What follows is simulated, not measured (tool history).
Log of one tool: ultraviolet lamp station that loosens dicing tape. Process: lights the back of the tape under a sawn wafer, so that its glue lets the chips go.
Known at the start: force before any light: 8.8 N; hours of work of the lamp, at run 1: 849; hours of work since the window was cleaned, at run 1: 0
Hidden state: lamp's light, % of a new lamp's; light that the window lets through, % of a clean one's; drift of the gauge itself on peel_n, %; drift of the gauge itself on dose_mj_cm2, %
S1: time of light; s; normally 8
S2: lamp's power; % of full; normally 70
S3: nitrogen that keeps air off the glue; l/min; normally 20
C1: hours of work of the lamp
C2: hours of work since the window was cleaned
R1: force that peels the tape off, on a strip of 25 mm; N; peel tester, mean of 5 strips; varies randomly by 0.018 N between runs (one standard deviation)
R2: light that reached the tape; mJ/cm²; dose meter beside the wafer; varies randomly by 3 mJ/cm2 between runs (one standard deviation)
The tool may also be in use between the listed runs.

run	hour	S1	S2	S3	C1	C2	R1	R2
1	0.0	8	70	20	849	0	1.089	391
2	23.2	7	70	20	864	15	1.439	339
3	57.6	7	70	20	886	37	1.473	338
4	84.2	8	70	20	904	54	1.174	379
5	108.3	8	72	20	919	70	1.142	391
6	136.1	8	72	14	937	87	1.432	389
7	164.1	8	70	20	955	106	1.209	376
8	194.8	8	66	20	975	125	1.434	352
9	220.4	8	66	20	991	142	1.346	349
10	249.2	7	70	20	1010	160	1.607	318
11	279.6	8	92	20	1029	180	0.782	471
12	295.1	6	70	20	1039	190	2.115	272
13	315.4	6	70	20	1052	203	2.036	267
14	329.3	6	70	20	1061	212	2.063	263
15	362.8	8	70	20	1083	233	1.323	355
16	395.0	8	70	20	1103	254	1.389	347
17	421.1	8	94	20	1120	271	0.806	464
18	454.9	8	94	20	1142	292	0.828	454
19	478.4	8	94	20	1157	308	0.848	456
20	508.8	16	70	20	1176	327	0.389	663
21	543.5	8	77	13	1199	349	1.667	364
22	574.8	15	69	15	1219	369	0.596	611
# hour 586.2: window cleaned of glue's vapour
23	596.2	7	68	15	1232	6	1.852	312
24	628.2	7	68	15	1253	27	1.973	313
25	642.6	5	86	7	1262	36	3.273	279
26	670.8	5	68	8	1280	54	3.674	222
27	692.7	5	68	8	1294	68	3.728	216
28	726.3	5	77	20	1316	90	2.361	246
29	744.5	4	70	20	1328	102	3.360	178
30	762.9	4	70	20	1339	114	3.405	178
31	797.5	4	70	20	1362	136	3.369	170
32	816.6	8	91	30	1374	148	0.641	452
33	847.8	5	75	8	1394	168	3.546	227
34	882.4	5	75	8	1416	190	3.636	229
35	902.0	5	62	8	1429	203	4.285	189
36	927.7	8	70	8	1445	219	2.428	338
37	945.3	8	70	8	1457	231	2.472	336
38	970.5	5	80	20	1473	247	2.444	233
39	1003.7	5	80	20	1494	268	2.479	233
40	1037.2	11	63	39	1516	290	0.693	400

Results per run with the tool's hidden condition removed, run-to-run variation unchanged:
run	R1	R2
1	0.855	445
2	1.135	388
3	1.145	391
4	0.881	442
5	0.842	459
6	1.064	460
7	0.869	448
8	1.028	424
9	0.950	424
10	1.135	390
11	0.511	583
12	1.525	337
13	1.455	334
14	1.465	332
15	0.854	450
16	0.882	444
17	0.479	599
18	0.483	594
19	0.488	599
20	0.253	881
21	1.001	489
22	0.333	828
23	1.396	375
24	1.469	379
25	2.648	340
26	3.048	272
27	3.076	267
28	1.728	308
29	2.642	223
30	2.661	224
31	2.608	218
32	0.392	580
33	2.755	295
34	2.796	300
35	3.428	250
36	1.634	449
37	1.655	449
38	1.605	315
39	1.610	317
40	0.366	551
